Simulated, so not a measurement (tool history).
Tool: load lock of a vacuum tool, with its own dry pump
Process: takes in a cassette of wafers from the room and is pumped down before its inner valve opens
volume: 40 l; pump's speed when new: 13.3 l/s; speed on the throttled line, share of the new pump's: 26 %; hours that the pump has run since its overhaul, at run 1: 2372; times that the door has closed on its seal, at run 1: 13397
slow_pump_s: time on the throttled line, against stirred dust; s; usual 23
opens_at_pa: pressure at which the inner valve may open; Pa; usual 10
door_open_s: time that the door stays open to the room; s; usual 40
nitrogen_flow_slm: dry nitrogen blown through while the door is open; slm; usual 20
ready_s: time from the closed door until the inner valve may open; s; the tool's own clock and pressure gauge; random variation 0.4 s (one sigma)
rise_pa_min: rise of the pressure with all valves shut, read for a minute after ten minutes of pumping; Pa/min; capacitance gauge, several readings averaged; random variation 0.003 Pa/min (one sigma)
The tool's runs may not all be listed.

run,day,slow_pump_s,opens_at_pa,door_open_s,nitrogen_flow_slm,hours that the pump has run since its overhaul,times that the door has closed on its seal,"incoming humidity of the room's air, %",ready_s,rise_pa_min
1,0.000,23,10,40,20,2372,13397,46.1,46.8,0.046
2,4.108,23,10,40,20,2471,13776,43.4,46.6,0.050
3,9.000,23,16,40,20,2588,14227,44.6,44.8,0.052
4,17.112,23,16,40,12,2783,14976,47.0,44.7,0.062
5,21.362,23,16,40,12,2885,15369,42.5,45.1,0.059
6,29.475,23,10,200,20,3080,16117,43.2,46.7,0.089
7,35.333,23,10,40,20,3220,16658,42.8,46.6,0.057
8,38.692,19,10,40,20,3301,16968,48.3,44.4,0.053
9,45.900,23,10,40,7,3474,17634,44.5,47.1,0.069
10,51.529,23,9,40,20,3609,18153,48.5,47.1,0.060
11,56.500,23,9,40,20,3728,18612,45.8,46.5,0.052
12,63.325,23,9,40,20,3892,19242,45.7,47.5,0.055
13,68.204,23,9,40,20,4009,19692,49.3,47.3,0.062
14,71.908,23,9,40,20,4098,20034,42.9,46.6,0.060
15,76.896,23,10,127,20,4218,20495,47.3,46.6,0.092
16,84.304,23,10,127,20,4396,21178,45.3,46.9,0.088
17,89.471,23,10,127,20,4520,21655,44.4,47.2,0.086
18,94.300,23,10,127,20,4636,22101,47.0,47.3,0.088
19,101.254,23,10,127,20,4802,22743,45.9,47.1,0.089
20,107.771,26,9,32,39,4959,23344,45.0,49.5,0.053
21,111.421,26,9,32,39,5046,23681,41.1,49.0,0.054
22,115.238,17,10,40,30,5138,24034,44.3,43.0,0.059
23,119.483,17,10,44,30,5240,24426,47.5,42.5,0.063
24,125.604,17,10,44,30,5387,24990,44.2,43.7,0.064
25,130.262,17,10,44,30,5499,25421,45.0,42.9,0.058
26,133.854,17,10,35,10,5585,25752,45.7,43.4,0.078
27,139.962,29,16,35,8,5731,26316,47.5,50.6,0.085
28,143.600,13,7,35,8,5819,26652,45.2,42.1,0.082
29,150.925,13,7,35,8,5995,27328,43.4,41.5,0.086
30,156.133,30,7,43,8,6120,27808,47.1,54.2,0.088
31,164.112,30,7,43,8,6311,28545,46.6,54.6,0.093
32,171.304,44,13,154,14,6484,29209,47.2,61.4,0.115
33,177.167,44,13,154,14,6624,29750,46.4,62.2,0.121
34,183.329,44,13,154,14,6772,30319,43.7,62.3,0.122
35,189.758,13,13,66,7,6927,30913,44.0,39.4,0.105
36,196.017,13,13,66,7,7077,31490,45.9,40.8,0.102

Hidden state or all else? Some run-to-run changes of ready_s, split into what the settings, what came in and random variation would give without the hidden state, and what is left for the hidden state (with any gauge scatter that isn't in both results):
The hidden state here: pump's speed, % of a new pump's; leak at the door's seal, Pa l/s; drift of the gauge itself on ready_s, %; drift of the gauge itself on rise_pa_min, %.
Run 27 -> 28: slow_pump_s 29 -> 13, opens_at_pa 16 -> 7. ready_s -8.5 s: hidden state +0.8, all else -9.3.
Run 29 -> 30: slow_pump_s 13 -> 30, door_open_s 35 -> 43. ready_s +12.7 s: hidden state -0.4, all else +13.1.
Run 31 -> 32: slow_pump_s 30 -> 44, opens_at_pa 7 -> 13, door_open_s 43 -> 154, nitrogen_flow_slm 8 -> 14. ready_s +6.8 s: hidden state -0.8, all else +7.6.
Run 34 -> 35: slow_pump_s 44 -> 13, door_open_s 154 -> 66, nitrogen_flow_slm 14 -> 7. ready_s -22.9 s: hidden state +1.1, all else -24.0.
